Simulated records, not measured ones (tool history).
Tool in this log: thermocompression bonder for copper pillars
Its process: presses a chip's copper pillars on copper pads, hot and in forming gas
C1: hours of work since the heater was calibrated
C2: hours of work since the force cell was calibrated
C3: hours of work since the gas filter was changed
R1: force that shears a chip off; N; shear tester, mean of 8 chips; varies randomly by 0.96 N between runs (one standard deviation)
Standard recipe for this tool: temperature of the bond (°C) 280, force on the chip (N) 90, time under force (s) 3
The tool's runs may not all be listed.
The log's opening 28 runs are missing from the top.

Run 29, hour 339.6: usual settings but temperature of the bond (°C) 277; C1 52; C2 344; C3 128. Result: R1 70.9 N.
At hour 344.5: forming gas filter changed.
Run 30, hour 347.3: usual settings but temperature of the bond (°C) 310, force on the chip (N) 70, time under force (s) 6; C1 57; C2 348; C3 2. Result: R1 113.7 N.
Run 31, hour 356.5: usual settings but force on the chip (N) 133; C1 63; C2 355; C3 8. Result: R1 96.2 N.
Run 32, hour 371.3: usual settings but force on the chip (N) 133; C1 73; C2 365; C3 18. Result: R1 93.5 N.
Run 33, hour 382.2: usual settings but temperature of the bond (°C) 282; C1 80; C2 372; C3 25. Result: R1 79.1 N.
Run 34, hour 396: usual settings but temperature of the bond (°C) 293, force on the chip (N) 57, time under force (s) 4; C1 90; C2 381; C3 35. Result: R1 76 N.
Run 35, hour 410: usual settings but force on the chip (N) 110, time under force (s) 2; C1 99; C2 391; C3 44. Result: R1 74.1 N.
Run 36, hour 425.6: usual settings but temperature of the bond (°C) 306, force on the chip (N) 77, time under force (s) 4; C1 110; C2 401; C3 55. Result: R1 98.4 N.
Run 37, hour 433.6: usual settings but temperature of the bond (°C) 292, force on the chip (N) 104; C1 115; C2 407; C3 60. Result: R1 90.9 N.
Run 38, hour 448: usual settings but temperature of the bond (°C) 261, force on the chip (N) 59; C1 125; C2 416; C3 70. Result: R1 44.9 N.
Run 39, hour 457.2: usual settings but time under force (s) 8; C1 131; C2 423; C3 76. Result: R1 98.6 N.

Here are 3 independent what-if runs from the current tool condition. What would each one return?
Run A, hour 468.1: usual settings but force on the chip (N) 107, time under force (s) 8; C1 138; C2 430; C3 84. Result: R1 ?.
Run B, hour 468.1: usual settings but temperature of the bond (°C) 268, force on the chip (N) 114, time under force (s) 5; C1 138; C2 430; C3 84. Result: R1 ?.
Run C, hour 468.1: usual settings but time under force (s) 9; C1 138; C2 430; C3 84. Result: R1 ?.

run     R1
  A  105.1
  B     86
  C  101.5
With the hidden condition removed and each run's random variation left untouched, the same runs would have given:
run     R1
  A  115.1
  B   95.3
  C  111.5
